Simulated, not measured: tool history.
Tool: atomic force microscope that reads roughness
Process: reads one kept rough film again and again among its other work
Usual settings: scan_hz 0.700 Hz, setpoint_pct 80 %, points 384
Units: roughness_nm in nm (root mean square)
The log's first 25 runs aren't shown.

run   hour  scan_hz  setpoint_pct  points  roughness_nm
 26  326.8    0.700            80     384         2.161
 27  338.6    0.828            63     514         2.196
 28  353.8    0.828            63     514         2.206
 29  367.2    0.828            63     514         2.203
 30  375.2    0.557            63     514         2.189
 31  387.5    0.804            67    1022         2.210
 32  400.1    0.582            71     384         2.189
 33  413.7    0.700            70     929         2.196
 34  428.2    0.700            70     929         2.198
 35  442.5    1.189            70     960         2.156
     444.5  -- new tip fitted
 36  456.3    1.189            85     960         2.091
 37  470.1    0.700            59     952         2.208
 38  483.3    1.873            74     347         2.115
 39  492.4    2.148            68    1015         2.129
 40  499.7    2.148            68     786         2.129

The next listed run, before its measurement:
 41  511.3    2.569            69     501             ?

Run 41 gave roughness_nm 2.107 nm (root mean square).
Without the tool's hidden state the same run would have given roughness_nm 2.112 nm (root mean square).
